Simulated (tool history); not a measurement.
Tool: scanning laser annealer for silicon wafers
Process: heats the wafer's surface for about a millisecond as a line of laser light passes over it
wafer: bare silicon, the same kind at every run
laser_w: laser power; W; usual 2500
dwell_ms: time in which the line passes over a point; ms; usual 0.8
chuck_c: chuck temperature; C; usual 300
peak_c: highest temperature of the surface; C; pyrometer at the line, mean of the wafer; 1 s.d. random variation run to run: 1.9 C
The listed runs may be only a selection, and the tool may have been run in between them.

run	hour	laser_w	dwell_ms	chuck_c	peak_c
1	0	2500	0.8	300	1117
2	5.5	2500	0.8	300	1120
3	17.4	2500	0.8	300	1118
4	26.1	2565	0.8	300	1138
5	35.7	2565	0.8	300	1138
6	42.2	2565	0.8	300	1140
7	48.4	2565	0.8	300	1140
8	55.2	2565	0.8	300	1139
9	64.3	2500	0.8	290	1105
10	74.5	2405	0.8	300	1089
11	81.9	2405	0.8	300	1086
12	92.4	2500	0.8	315	1131
13	102.8	2500	0.8	300	1117
14	114.5	2500	0.8	300	1114
15	122.3	2500	0.8	300	1112
16	134	2500	0.8	300	1118
17	146.3	2500	0.8	302	1117
18	156.6	2500	0.8	302	1116
19	168.4	2500	0.8	302	1115
20	175.2	2500	0.8	307	1119
21	181.1	2306	0.882	300	1096
22	192.1	2302	0.71	300	1003
23	200.3	2302	0.71	300	1002
24	208.6	2302	0.71	300	1002
25	218.6	2468	0.7	315	1058
26	226.1	2680	0.685	274	1067
27	233.9	2500	0.597	299	985
28	243.6	2500	0.597	312	997
29	254.6	2500	0.873	300	1150
30	261.4	2723	0.805	266	1145
31	273	2500	0.8	272	1081
32	282.2	2306	0.718	279	984
33	291.1	2500	0.831	265	1091
34	296.7	2449	0.783	337	1120
35	307.5	2538	0.642	291	1015
36	318.7	2500	0.618	300	996
37	327	2500	0.618	300	998
38	336.8	2500	0.618	300	998
39	345.5	2532	0.874	339	1200
40	354.7	2500	0.8	316	1122

Forecast each of these 3 alternatives for the next run:
A	360.2	2500	0.715	281	?
B	360.2	2500	0.718	316	?
C	360.2	2500	0.8	319	?

run	peak_c
A	1034
B	1076
C	1124
What these runs would have given with no unlogged condition in the tool:
run	peak_c
A	1053
B	1095
C	1144
